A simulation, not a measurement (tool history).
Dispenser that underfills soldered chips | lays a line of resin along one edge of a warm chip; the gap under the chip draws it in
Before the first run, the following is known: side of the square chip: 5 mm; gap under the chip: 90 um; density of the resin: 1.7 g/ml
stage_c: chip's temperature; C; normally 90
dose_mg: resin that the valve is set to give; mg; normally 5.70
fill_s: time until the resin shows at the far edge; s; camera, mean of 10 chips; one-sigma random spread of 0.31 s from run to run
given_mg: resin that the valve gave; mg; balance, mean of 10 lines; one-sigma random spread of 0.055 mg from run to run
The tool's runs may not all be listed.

run  hour  stage_c  dose_mg  fill_s  given_mg
  1   0.0       90     5.70     8.4      5.58
  2   7.2       90     5.70    10.5      5.57
     10.1  -- new syringe of resin
  3  15.2       90     5.70     8.6      5.63
  4  20.8       92     5.70     9.1      5.54
     26.6  -- new syringe of resin
  5  26.6       90     5.70     7.7      5.52
  6  31.9       90     6.62     8.2      6.42
  7  38.8       90     6.62     9.9      6.45
     43.4  -- new syringe of resin
  8  50.4       90     6.62     8.8      6.39
     60.0  -- new syringe of resin
  9  60.2       88     7.27     7.8      7.05
 10  66.2      100     5.98     6.8      5.75

Here are 5 independent what-if runs from the current tool condition. What would each one return?
     76.2  -- new syringe of resin
  A  76.2       93     7.09       ?         ?
     76.2  -- new syringe of resin
  B  76.2      102     4.96       ?         ?
     76.2  -- new syringe of resin
  C  76.2       90     6.11       ?         ?
     76.2  -- new syringe of resin
  D  76.2       92     5.70       ?         ?
     76.2  -- new syringe of resin
  E  76.2       96     7.17       ?         ?

run  fill_s  given_mg
  A     7.0      6.62
  B     5.2      4.74
  C     7.5      5.85
  D     7.6      5.34
  E     5.9      6.82
The same runs, with their run-to-run variation unchanged, on a tool lacking any hidden condition would have given:
run  fill_s  given_mg
  A     7.2      6.98
  B     5.3      4.99
  C     7.6      6.16
  D     7.8      5.63
  E     6.1      7.18
